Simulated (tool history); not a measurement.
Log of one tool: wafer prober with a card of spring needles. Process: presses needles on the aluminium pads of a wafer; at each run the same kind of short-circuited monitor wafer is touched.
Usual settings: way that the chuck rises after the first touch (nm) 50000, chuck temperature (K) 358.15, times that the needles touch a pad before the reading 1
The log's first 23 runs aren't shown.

run,hour,way that the chuck rises after the first touch (nm),chuck temperature (K),times that the needles touch a pad before the reading,resistance of one needle with its contact and lead (mohm),way that a needle slides on the pad (nm)
24,206.4,42000,341.15,2,135,11140
# hour 207.3: tips cleaned on abrasive film
25,214.8,39000,301.15,2,133,10350
26,220,51000,325.15,2,131,13520
# hour 224.3: tips cleaned on abrasive film
27,232.1,51000,325.15,2,132,13530
# hour 240.3: tips cleaned on abrasive film
28,242,51000,325.15,2,134,13570
# hour 244.3: height of the first contact set anew
29,253.5,51000,325.15,2,135,13570
# hour 257: tips cleaned on abrasive film
30,263.8,50000,358.15,2,139,13310
# hour 271.6: gauge calibrated
31,272.2,45000,358.15,1,140,11880
# hour 273.9: tips cleaned on abrasive film
32,282.6,40000,358.15,1,141,10520
33,288.9,39000,324.15,1,137,10350

5 ways to go on from here, each from the tool as it stands after run 33. What would each give?
# hour 290.1: tips cleaned on abrasive film
A,298,68000,324.15,2,?,?
# hour 290.1: tips cleaned on abrasive film
B,298,31000,358.15,2,?,?
# hour 290.1: tips cleaned on abrasive film
C,298,35000,358.15,2,?,?
# hour 290.1: tips cleaned on abrasive film
D,298,39000,311.15,2,?,?
# hour 290.1: tips cleaned on abrasive film
E,298,50000,312.15,1,?,?

run,resistance of one needle with its contact and lead (mohm),way that a needle slides on the pad (nm)
A,131,17960
B,145,8210
C,144,9270
D,137,10310
E,130,13220
Without the tool's hidden state the same runs would have given:
run,resistance of one needle with its contact and lead (mohm),way that a needle slides on the pad (nm)
A,131,17920
B,145,8190
C,143,9250
D,137,10290
E,130,13190

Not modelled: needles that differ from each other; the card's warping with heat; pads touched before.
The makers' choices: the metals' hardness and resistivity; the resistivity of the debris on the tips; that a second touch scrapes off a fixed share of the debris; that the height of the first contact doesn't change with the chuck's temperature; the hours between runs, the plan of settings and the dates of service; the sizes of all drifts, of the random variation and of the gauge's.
